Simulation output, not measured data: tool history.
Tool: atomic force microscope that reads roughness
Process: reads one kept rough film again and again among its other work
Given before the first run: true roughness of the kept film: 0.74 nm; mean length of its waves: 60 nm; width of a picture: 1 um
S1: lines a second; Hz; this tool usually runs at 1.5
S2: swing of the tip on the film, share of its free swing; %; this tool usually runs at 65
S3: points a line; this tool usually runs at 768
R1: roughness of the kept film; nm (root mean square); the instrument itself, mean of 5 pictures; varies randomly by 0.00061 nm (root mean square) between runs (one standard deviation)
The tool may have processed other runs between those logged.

run    hour    S1  S2   S3      R1
  1       0   1.5  65  768  0.7092
       42.6  -- new tip fitted
  2    72.7   1.5  65  593   0.711
      130.6  -- new tip fitted
  3   130.6   1.5  65  593  0.7126
  4     200   1.5  65  768  0.7096
      218.7  -- new tip fitted
  5   276.3   1.5  65  768  0.7098
        308  -- new tip fitted
  6   339.4   1.5  57  768  0.7223
  7   383.7   1.5  57  768  0.7197
        399  -- new tip fitted
  8   425.1   1.5  61  768  0.7175
  9   481.3   1.5  65  768  0.7088
        488  -- new tip fitted
 10   541.4   1.5  65  768  0.7109
 11   573.2   1.5  65  768  0.7089
      580.5  -- new tip fitted
 12   616.8   1.5  65  990  0.7123
 13     666   1.5  65  768  0.7099
      671.4  -- new tip fitted
 14   739.6   1.5  65  768  0.7108
      761.9  -- new tip fitted
 15   807.2   1.5  62  768  0.7157
 16   840.8  2.64  65  768  0.6919
      854.3  -- new tip fitted
 17   914.7  2.64  65  768  0.6934
      945.9  -- new tip fitted
 18   989.8   1.5  71  768  0.7006
     1035.2  -- new tip fitted
 19  1061.5   1.5  71  768  0.7025
     1065.8  -- height scale calibrated on a step standard
 20  1117.2  1.06  79  444  0.6972
       1126  -- new tip fitted
 21    1155   1.5  65  593  0.7141
 22  1211.1   1.5  65  887  0.7114
     1218.5  -- new tip fitted
 23  1258.8   1.5  65  887  0.7145
 24    1303   1.5  65  887  0.7124
     1307.4  -- new tip fitted
 25    1358  2.98  65  346  0.6888
       1395  -- new tip fitted
 26  1408.9  2.98  65  346  0.6904
 27  1446.6   1.5  65  527  0.7139
     1466.1  -- height scale calibrated on a step standard, once more
     1485.8  -- new tip fitted
 28    1494  2.62  62  328  0.6988
 29  1537.4  0.58  62  328  0.7266
     1576.4  -- new tip fitted
 30  1612.1  0.75  67  359  0.7205
     1663.3  -- new tip fitted
 31    1672  0.75  67  359  0.7214
 32  1721.9  0.75  67  359  0.7197

Run 33 has not been measured yet. What should we expect?
     1750.9  -- new tip fitted
 33  1795.2  0.75  67  359   ?

For run 33 the tool returned R1 0.7212 nm (root mean square).
Without the tool's hidden state the same run would have given R1 0.7212 nm (root mean square).

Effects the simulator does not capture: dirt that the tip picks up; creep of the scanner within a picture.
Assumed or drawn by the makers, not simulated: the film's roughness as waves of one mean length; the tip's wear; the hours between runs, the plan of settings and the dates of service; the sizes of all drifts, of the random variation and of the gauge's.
